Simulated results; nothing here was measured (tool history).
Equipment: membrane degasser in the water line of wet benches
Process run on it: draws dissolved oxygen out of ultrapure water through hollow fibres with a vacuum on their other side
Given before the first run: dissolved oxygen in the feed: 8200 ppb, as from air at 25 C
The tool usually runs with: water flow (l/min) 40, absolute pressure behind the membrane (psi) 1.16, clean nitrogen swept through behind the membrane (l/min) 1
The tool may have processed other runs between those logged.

run     day  water flow (l/min)  absolute pressure behind the membrane (psi)  clean nitrogen swept through behind the membrane (l/min)  dissolved oxygen in the water behind the degasser (ppb)  pressure that the water loses in the fibres (psi)
  1       0                  40                                         1.16                                                         1                                                    428.3                                              3.965
  2   2.329                  40                                         1.16                                                         1                                                    430.1                                              3.936
  3   4.158                  40                                         1.16                                                         1                                                    432.8                                              3.917
  4   5.846                  40                                         1.16                                                         1                                                    429.6                                                3.9
  5   7.888                  40                                        2.306                                                         1                                                    973.9                                              3.944
  6  10.104                  40                                        0.879                                                         1                                                    283.8                                              3.902
  7  12.004                  39                                        1.678                                                         1                                                    671.4                                              3.807
     12.154  -- vacuum gauge calibrated
  8  13.308                  39                                        1.678                                                         1                                                    671.3                                              3.851
  9  14.946                  25                                        2.621                                                      2.04                                                      431                                              2.482
 10  15.896                  25                                        2.621                                                      2.04                                                    425.2                                              2.455

Alternative continuations, all from the tool just after run 10; predict every row:
  A  17.146                  40                                          1.8                                                      0.89                                                        ?                                                  ?
  B  17.146                  25                                        1.471                                                      1.78                                                        ?                                                  ?
  C  17.146                  25                                        2.621                                                      0.75                                                        ?                                                  ?
  D  17.146                  47                                        2.244                                                      1.32                                                        ?                                                  ?

run  dissolved oxygen in the water behind the degasser (ppb)  pressure that the water loses in the fibres (psi)
  A                                                    809.5                                              3.884
  B                                                    241.1                                              2.471
  C                                                    954.4                                              2.426
  D                                                    893.7                                              4.624
Take away the tool's hidden state, keep each run's random variation, and the runs would have read:
run  dissolved oxygen in the water behind the degasser (ppb)  pressure that the water loses in the fibres (psi)
  A                                                    782.2                                              3.845
  B                                                    227.7                                              2.447
  C                                                    930.9                                              2.402
  D                                                    869.3                                              4.577
